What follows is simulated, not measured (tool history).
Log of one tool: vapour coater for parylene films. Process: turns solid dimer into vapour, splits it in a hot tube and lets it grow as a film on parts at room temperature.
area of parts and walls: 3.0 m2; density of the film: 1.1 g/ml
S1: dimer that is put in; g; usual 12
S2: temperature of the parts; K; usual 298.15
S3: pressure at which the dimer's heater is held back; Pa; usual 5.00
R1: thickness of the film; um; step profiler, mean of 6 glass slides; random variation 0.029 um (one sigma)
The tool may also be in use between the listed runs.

run	day	S1	S2	S3	R1
1	0.000	12	298.15	5.00	2.47
2	1.367	12	298.15	5.00	2.47
3	2.471	12	298.15	11.87	2.01
4	3.954	12	298.15	11.87	2.06
5	4.825	12	298.15	11.87	1.99
# day 5.546: trap's valve overhauled
6	6.479	12	298.15	11.87	2.21
7	7.704	12	298.15	11.87	2.19
8	9.196	12	308.15	11.87	1.53
9	10.400	12	308.15	11.87	1.51
10	11.196	12	308.15	11.87	1.50
11	12.700	15	298.15	5.00	3.19
12	13.646	12	298.15	5.00	2.57
13	14.421	12	298.15	5.00	2.52
14	15.312	12	298.15	5.00	2.47
15	16.454	12	298.15	5.00	2.54
16	17.608	12	306.15	5.00	1.86
17	18.221	12	298.15	5.00	2.49
18	19.158	12	298.15	5.00	2.48
19	19.896	12	298.15	5.00	2.41
20	21.012	12	298.15	5.00	2.42
21	22.417	12	303.15	5.00	2.06
# day 22.988: trap's valve overhauled
22	23.658	12	303.15	5.00	2.18
23	24.662	12	303.15	5.00	2.19
24	25.854	12	303.15	5.00	2.20
25	27.067	17	300.15	2.09	4.01
26	27.929	5	297.15	6.97	1.04
27	29.046	21	298.15	5.00	4.49
28	30.079	6	298.15	5.00	1.29
29	30.700	18	298.15	5.00	3.81
30	32.033	18	298.15	5.00	3.81
31	32.717	18	298.15	9.88	3.31
32	33.508	18	298.15	9.88	3.30
33	34.804	5	298.15	4.96	1.06
34	36.217	5	298.15	4.96	0.98
35	36.829	6	298.15	9.35	1.10
36	37.908	6	298.15	9.35	1.10
37	38.921	6	298.15	9.35	1.08
38	39.921	6	298.15	5.00	1.18
# day 40.408: trap's valve overhauled
39	41.079	16	298.15	5.00	3.53
40	42.196	21	309.15	5.00	3.10
41	42.871	6	298.15	9.14	1.16
42	43.879	6	298.15	9.14	1.14
43	44.533	6	290.15	8.94	1.60
44	45.192	12	303.15	7.60	1.97
# day 45.617: table's thermometer calibrated
45	46.562	7	291.15	6.07	1.83
46	47.408	9	297.15	4.11	2.05

Forecast each of these 4 alternatives for the next run:
A	48.600	6	294.15	8.51	?
B	48.600	9	308.15	10.91	?
C	48.600	10	294.15	5.00	?
D	48.600	7	298.15	4.33	?

run	R1
A	1.35
B	1.09
C	2.39
D	1.53
Without the tool's hidden state the same runs would have given:
run	R1
A	1.42
B	1.14
C	2.52
D	1.60
